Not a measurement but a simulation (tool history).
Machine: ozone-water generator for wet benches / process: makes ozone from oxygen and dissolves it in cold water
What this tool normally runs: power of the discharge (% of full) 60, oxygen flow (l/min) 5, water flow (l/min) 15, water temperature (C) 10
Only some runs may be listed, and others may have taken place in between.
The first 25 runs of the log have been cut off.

| run | hour | power of the discharge (% of full) | oxygen flow (l/min) | water flow (l/min) | water temperature (C) | dissolved ozone (ppm) | ozone in the gas ahead of the water (g/m3) |
|---|---|---|---|---|---|---|---|
| 26 | 704.7 | 94 | 4.64 | 18 | 10 | 21.6 | 237.6 |
| 27 | 743.2 | 69 | 2.92 | 18 | 10 | 15.7 | 238.7 |
| 28 | 769.4 | 69 | 2.92 | 23 | 10 | 12.3 | 237.4 |
| 29 | 809.3 | 44 | 3.58 | 22 | 11 | 10.3 | 169.6 |
| 30 | 846.8 | 60 | 5 | 23 | 14 | 12.7 | 177.3 |
| 31 | 865.9 | 79 | 2.82 | 20 | 14 | 14.4 | 259.8 |
| 32 | 891.8 | 87 | 4.27 | 24 | 5 | 16.1 | 236.8 |
| 33 | 909.1 | 87 | 4.27 | 24 | 5 | 15.9 | 236.1 |

What if the next run were any one of these 4? Each begins from the tool's condition after run 33:
| A | 936.7 | 87 | 3.37 | 9 | 15 | ? | ? |
| B | 936.7 | 60 | 4.03 | 15 | 10 | ? | ? |
| C | 936.7 | 60 | 5 | 14 | 9 | ? | ? |
| D | 936.7 | 60 | 5 | 11 | 10 | ? | ? |

| run | dissolved ozone (ppm) | ozone in the gas ahead of the water (g/m3) |
|---|---|---|
| A | 32.4 | 258.4 |
| B | 18.9 | 194.5 |
| C | 20.7 | 178.7 |
| D | 25.1 | 176.9 |
The same runs, with their run-to-run variation unchanged, on a tool lacking any hidden condition would have given:
| run | dissolved ozone (ppm) | ozone in the gas ahead of the water (g/m3) |
|---|---|---|
| A | 35.1 | 274.3 |
| B | 20.2 | 204 |
| C | 22.2 | 187.5 |
| D | 26.9 | 185.6 |
